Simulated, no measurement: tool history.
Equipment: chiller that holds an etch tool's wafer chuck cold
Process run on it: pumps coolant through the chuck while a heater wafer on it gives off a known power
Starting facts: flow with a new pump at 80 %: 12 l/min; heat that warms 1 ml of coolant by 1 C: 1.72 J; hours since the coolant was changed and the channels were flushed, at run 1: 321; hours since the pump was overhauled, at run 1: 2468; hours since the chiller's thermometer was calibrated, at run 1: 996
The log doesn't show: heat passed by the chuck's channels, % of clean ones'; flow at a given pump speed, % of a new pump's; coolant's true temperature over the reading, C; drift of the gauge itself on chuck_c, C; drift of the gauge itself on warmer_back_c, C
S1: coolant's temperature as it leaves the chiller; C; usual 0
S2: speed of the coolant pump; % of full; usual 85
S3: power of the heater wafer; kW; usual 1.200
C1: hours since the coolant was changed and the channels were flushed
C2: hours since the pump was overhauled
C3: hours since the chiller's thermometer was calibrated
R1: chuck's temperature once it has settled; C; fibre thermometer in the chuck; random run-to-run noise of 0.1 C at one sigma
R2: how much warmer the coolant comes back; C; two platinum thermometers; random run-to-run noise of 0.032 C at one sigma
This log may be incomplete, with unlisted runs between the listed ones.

run 1 hour=0.0 | S1=0 S2=85 S3=1.200 | C1=321 C2=2468 C3=996 | R1=12.6 R2=3.28
run 2 hour=58.5 | S1=-5 S2=85 S3=1.200 | C1=379 C2=2527 C3=1054 | R1=7.4 R2=3.26
run 3 hour=101.8 | S1=-5 S2=85 S3=1.200 | C1=423 C2=2570 C3=1098 | R1=7.4 R2=3.30
run 4 hour=154.4 | S1=-5 S2=85 S3=1.200 | C1=475 C2=2623 C3=1150 | R1=7.4 R2=3.24
run 5 hour=205.4 | S1=0 S2=76 S3=1.200 | C1=526 C2=2674 C3=1201 | R1=13.3 R2=3.53
run 6 hour=248.8 | S1=0 S2=76 S3=1.200 | C1=570 C2=2717 C3=1245 | R1=13.3 R2=3.56
run 7 hour=301.7 | S1=0 S2=76 S3=1.200 | C1=623 C2=2770 C3=1298 | R1=13.2 R2=3.53
run 8 hour=346.7 | S1=0 S2=84 S3=1.200 | C1=668 C2=2815 C3=1342 | R1=12.4 R2=3.18
run 9 hour=389.6 | S1=6 S2=84 S3=1.155 | C1=711 C2=2858 C3=1385 | R1=18.1 R2=2.97
run 10 hour=443.4 | S1=8 S2=67 S3=1.155 | C1=764 C2=2912 C3=1439 | R1=21.5 R2=3.77
run 11 hour=495.7 | S1=8 S2=67 S3=1.155 | C1=817 C2=2964 C3=1492 | R1=21.7 R2=3.72
run 12 hour=530.2 | S1=-5 S2=85 S3=1.180 | C1=851 C2=2999 C3=1526 | R1=7.2 R2=3.02
run 13 hour=569.3 | S1=6 S2=77 S3=1.200 | C1=890 C2=3038 C3=1565 | R1=19.1 R2=3.30
run 14 hour=615.4 | S1=6 S2=92 S3=1.200 | C1=936 C2=3084 C3=1611 | R1=17.7 R2=2.68

Consider 3 possible next runs. They are alternatives, not a sequence: every one starts from the tool as it was left by run 14. What does each give?
run A hour=649.6 | S1=6 S2=92 S3=0.871 | C1=971 C2=3118 C3=1645 | R1=? R2=?
run B hour=649.6 | S1=6 S2=78 S3=1.200 | C1=971 C2=3118 C3=1645 | R1=? R2=?
run C hour=649.6 | S1=0 S2=90 S3=1.200 | C1=971 C2=3118 C3=1645 | R1=? R2=?

run=A R1=14.5 R2=1.87
run=B R1=19.0 R2=3.25
run=C R1=12.0 R2=2.79
With the hidden condition removed and each run's random variation left untouched, the same runs would have given:
run=A R1=14.5 R2=2.19
run=B R1=19.0 R2=3.57
run=C R1=11.9 R2=3.11
